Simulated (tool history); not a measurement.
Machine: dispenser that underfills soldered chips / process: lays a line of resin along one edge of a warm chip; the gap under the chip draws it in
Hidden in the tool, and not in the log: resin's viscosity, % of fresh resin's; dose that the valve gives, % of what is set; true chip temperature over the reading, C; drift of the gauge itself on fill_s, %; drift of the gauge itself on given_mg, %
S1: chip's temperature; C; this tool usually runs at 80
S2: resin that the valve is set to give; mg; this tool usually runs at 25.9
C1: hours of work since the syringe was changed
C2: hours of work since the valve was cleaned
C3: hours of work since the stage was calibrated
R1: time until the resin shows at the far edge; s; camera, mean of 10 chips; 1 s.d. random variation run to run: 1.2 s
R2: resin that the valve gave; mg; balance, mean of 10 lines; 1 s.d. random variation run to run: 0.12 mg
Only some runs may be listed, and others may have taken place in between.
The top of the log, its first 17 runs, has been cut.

run 18 hour=111.2 | S1=80 S2=31.5 | C1=8 C2=12 C3=177 | R1=159.2 R2=31.12
-- hour=113.3 new syringe of resin
run 19 hour=120.0 | S1=95 S2=31.3 | C1=4 C2=17 C3=183 | R1=72.6 R2=30.75
-- hour=127.6 new syringe of resin
run 20 hour=128.1 | S1=80 S2=25.7 | C1=0 C2=22 C3=187 | R1=117.5 R2=25.20
run 21 hour=137.0 | S1=91 S2=23.2 | C1=6 C2=28 C3=193 | R1=95.8 R2=22.63
-- hour=142.4 new syringe of resin
run 22 hour=144.6 | S1=73 S2=29.1 | C1=1 C2=32 C3=198 | R1=162.6 R2=28.04
run 23 hour=151.6 | S1=73 S2=29.1 | C1=6 C2=37 C3=202 | R1=199.2 R2=27.94
-- hour=156.9 new syringe of resin
run 24 hour=160.6 | S1=73 S2=29.1 | C1=2 C2=42 C3=208 | R1=172.4 R2=27.97
run 25 hour=167.1 | S1=66 S2=25.6 | C1=6 C2=46 C3=212 | R1=303.1 R2=24.47
-- hour=171.4 new syringe of resin
run 26 hour=174.0 | S1=90 S2=26.6 | C1=2 C2=50 C3=216 | R1=83.3 R2=25.22
run 27 hour=178.3 | S1=81 S2=29.3 | C1=4 C2=53 C3=218 | R1=132.8 R2=27.93
run 28 hour=183.0 | S1=93 S2=29.9 | C1=7 C2=56 C3=221 | R1=93.2 R2=28.26
-- hour=185.8 new syringe of resin
run 29 hour=190.5 | S1=70 S2=28.6 | C1=3 C2=60 C3=226 | R1=206.3 R2=26.76
run 30 hour=194.4 | S1=94 S2=32.3 | C1=5 C2=63 C3=228 | R1=79.7 R2=30.57
-- hour=199.8 new syringe of resin
-- hour=202.2 dispensing valve cleaned and set on the balance
run 31 hour=204.2 | S1=94 S2=32.3 | C1=2 C2=1 C3=234 | R1=68.8 R2=32.30
run 32 hour=208.0 | S1=85 S2=28.9 | C1=5 C2=4 C3=236 | R1=114.4 R2=28.70
run 33 hour=214.4 | S1=69 S2=28.9 | C1=9 C2=8 C3=240 | R1=281.1 R2=28.78
-- hour=215.3 new syringe of resin
run 34 hour=219.8 | S1=89 S2=25.8 | C1=3 C2=11 C3=243 | R1=88.1 R2=25.61
run 35 hour=225.5 | S1=89 S2=25.8 | C1=6 C2=15 C3=247 | R1=106.2 R2=25.34
-- hour=229.5 new syringe of resin
run 36 hour=233.0 | S1=92 S2=32.5 | C1=2 C2=19 C3=252 | R1=73.2 R2=31.99

Predict each of these 3 candidate next runs independently; none follows another, all start after run 36:
run A hour=239.1 | S1=68 S2=28.3 | C1=6 C2=23 C3=255 | R1=? R2=?
run B hour=239.1 | S1=92 S2=22.3 | C1=6 C2=23 C3=255 | R1=? R2=?
run C hour=239.1 | S1=87 S2=25.9 | C1=6 C2=23 C3=255 | R1=? R2=?

run=A R1=263.1 R2=27.85
run=B R1=97.7 R2=21.70
run=C R1=114.5 R2=25.39
Had the tool no hidden state, the same runs would have come out as:
run=A R1=199.7 R2=28.46
run=B R1=73.6 R2=22.17
run=C R1=86.6 R2=25.94
